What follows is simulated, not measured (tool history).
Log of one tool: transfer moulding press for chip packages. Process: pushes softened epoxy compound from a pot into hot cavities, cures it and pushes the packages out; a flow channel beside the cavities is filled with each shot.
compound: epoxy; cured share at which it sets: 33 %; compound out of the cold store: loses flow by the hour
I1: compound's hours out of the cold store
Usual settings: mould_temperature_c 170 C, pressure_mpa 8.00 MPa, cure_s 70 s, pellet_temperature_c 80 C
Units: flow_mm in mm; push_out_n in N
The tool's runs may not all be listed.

{"run": 1, "hour": 0.0, "mould_temperature_c": 170, "pressure_mpa": 8.0, "cure_s": 70, "pellet_temperature_c": 80, "I1": 16.8, "flow_mm": 523, "push_out_n": 346}
{"run": 2, "hour": 7.9, "mould_temperature_c": 170, "pressure_mpa": 8.0, "cure_s": 70, "pellet_temperature_c": 80, "I1": 26.6, "flow_mm": 496, "push_out_n": 334}
{"run": 3, "hour": 15.3, "mould_temperature_c": 170, "pressure_mpa": 8.0, "cure_s": 61, "pellet_temperature_c": 80, "I1": 23.1, "flow_mm": 503, "push_out_n": 493}
{"run": 4, "hour": 33.3, "mould_temperature_c": 170, "pressure_mpa": 8.0, "cure_s": 61, "pellet_temperature_c": 80, "I1": 19.4, "flow_mm": 516, "push_out_n": 525}
{"run": 5, "hour": 45.5, "mould_temperature_c": 170, "pressure_mpa": 8.0, "cure_s": 76, "pellet_temperature_c": 80, "I1": 18.0, "flow_mm": 513, "push_out_n": 285}
{"run": 6, "hour": 55.7, "mould_temperature_c": 170, "pressure_mpa": 8.0, "cure_s": 76, "pellet_temperature_c": 80, "I1": 38.6, "flow_mm": 464, "push_out_n": 261}
{"run": 7, "hour": 63.2, "mould_temperature_c": 170, "pressure_mpa": 8.0, "cure_s": 70, "pellet_temperature_c": 84, "I1": 47.4, "flow_mm": 452, "push_out_n": 315}
{"run": 8, "hour": 74.7, "mould_temperature_c": 170, "pressure_mpa": 8.0, "cure_s": 70, "pellet_temperature_c": 84, "I1": 47.0, "flow_mm": 449, "push_out_n": 293}
{"hour": 87.4, "done": "cavities cleaned with cleaning compound and waxed"}
{"run": 9, "hour": 93.3, "mould_temperature_c": 170, "pressure_mpa": 8.0, "cure_s": 70, "pellet_temperature_c": 84, "I1": 33.5, "flow_mm": 482, "push_out_n": 312}
{"run": 10, "hour": 102.9, "mould_temperature_c": 170, "pressure_mpa": 8.0, "cure_s": 70, "pellet_temperature_c": 80, "I1": 48.0, "flow_mm": 451, "push_out_n": 302}
{"run": 11, "hour": 111.0, "mould_temperature_c": 170, "pressure_mpa": 8.0, "cure_s": 70, "pellet_temperature_c": 80, "I1": 37.8, "flow_mm": 467, "push_out_n": 321}
{"run": 12, "hour": 123.9, "mould_temperature_c": 170, "pressure_mpa": 8.0, "cure_s": 70, "pellet_temperature_c": 80, "I1": 8.7, "flow_mm": 545, "push_out_n": 361}
{"run": 13, "hour": 132.6, "mould_temperature_c": 170, "pressure_mpa": 8.0, "cure_s": 70, "pellet_temperature_c": 80, "I1": 25.7, "flow_mm": 498, "push_out_n": 337}
{"run": 14, "hour": 145.1, "mould_temperature_c": 170, "pressure_mpa": 8.0, "cure_s": 70, "pellet_temperature_c": 80, "I1": 28.4, "flow_mm": 489, "push_out_n": 326}
{"run": 15, "hour": 154.3, "mould_temperature_c": 170, "pressure_mpa": 8.0, "cure_s": 70, "pellet_temperature_c": 80, "I1": 30.8, "flow_mm": 484, "push_out_n": 331}
{"run": 16, "hour": 166.2, "mould_temperature_c": 170, "pressure_mpa": 8.0, "cure_s": 70, "pellet_temperature_c": 80, "I1": 9.7, "flow_mm": 534, "push_out_n": 357}
{"hour": 177.9, "done": "cavities cleaned with cleaning compound and waxed"}
{"run": 17, "hour": 178.5, "mould_temperature_c": 170, "pressure_mpa": 7.72, "cure_s": 70, "pellet_temperature_c": 80, "I1": 17.3, "flow_mm": 511, "push_out_n": 329}
{"run": 18, "hour": 191.9, "mould_temperature_c": 170, "pressure_mpa": 9.57, "cure_s": 99, "pellet_temperature_c": 78, "I1": 29.6, "flow_mm": 534, "push_out_n": 200}
{"run": 19, "hour": 205.8, "mould_temperature_c": 171, "pressure_mpa": 8.0, "cure_s": 70, "pellet_temperature_c": 80, "I1": 20.3, "flow_mm": 516, "push_out_n": 336}
{"run": 20, "hour": 219.7, "mould_temperature_c": 167, "pressure_mpa": 8.0, "cure_s": 60, "pellet_temperature_c": 80, "I1": 31.9, "flow_mm": 487, "push_out_n": 595}
{"run": 21, "hour": 233.1, "mould_temperature_c": 167, "pressure_mpa": 8.0, "cure_s": 64, "pellet_temperature_c": 79, "I1": 23.7, "flow_mm": 504, "push_out_n": 531}
{"run": 22, "hour": 247.2, "mould_temperature_c": 178, "pressure_mpa": 9.85, "cure_s": 85, "pellet_temperature_c": 79, "I1": 11.6, "flow_mm": 580, "push_out_n": 191}
{"run": 23, "hour": 258.3, "mould_temperature_c": 171, "pressure_mpa": 8.0, "cure_s": 70, "pellet_temperature_c": 80, "I1": 15.1, "flow_mm": 525, "push_out_n": 331}
{"hour": 267.5, "done": "cavities cleaned with cleaning compound and waxed"}
{"hour": 273.7, "done": "plunger's sealing rings changed"}
{"run": 24, "hour": 275.4, "mould_temperature_c": 168, "pressure_mpa": 7.44, "cure_s": 57, "pellet_temperature_c": 77, "I1": 28.6, "flow_mm": 474, "push_out_n": 650}
{"run": 25, "hour": 285.7, "mould_temperature_c": 164, "pressure_mpa": 9.32, "cure_s": 81, "pellet_temperature_c": 87, "I1": 9.7, "flow_mm": 581, "push_out_n": 354}
{"run": 26, "hour": 293.9, "mould_temperature_c": 164, "pressure_mpa": 9.32, "cure_s": 81, "pellet_temperature_c": 87, "I1": 31.4, "flow_mm": 536, "push_out_n": 316}
{"run": 27, "hour": 306.5, "mould_temperature_c": 176, "pressure_mpa": 8.0, "cure_s": 70, "pellet_temperature_c": 78, "I1": 33.5, "flow_mm": 477, "push_out_n": 239}
{"run": 28, "hour": 324.0, "mould_temperature_c": 165, "pressure_mpa": 8.0, "cure_s": 70, "pellet_temperature_c": 78, "I1": 29.5, "flow_mm": 492, "push_out_n": 447}

3 ways to go on from here, each from the tool as it stands after run 28. What would each give?
{"run": "A", "hour": 341.8, "mould_temperature_c": 170, "pressure_mpa": 9.29, "cure_s": 70, "pellet_temperature_c": 74, "I1": 16.4, "flow_mm": "?", "push_out_n": "?"}
{"run": "B", "hour": 341.8, "mould_temperature_c": 167, "pressure_mpa": 6.43, "cure_s": 67, "pellet_temperature_c": 78, "I1": 9.2, "flow_mm": "?", "push_out_n": "?"}
{"run": "C", "hour": 341.8, "mould_temperature_c": 176, "pressure_mpa": 7.6, "cure_s": 70, "pellet_temperature_c": 73, "I1": 36.5, "flow_mm": "?", "push_out_n": "?"}

run=A flow_mm=557 push_out_n=351
run=B flow_mm=484 push_out_n=523
run=C flow_mm=457 push_out_n=238
Without the tool's hidden state the same runs would have given:
run=A flow_mm=557 push_out_n=347
run=B flow_mm=484 push_out_n=517
run=C flow_mm=457 push_out_n=236
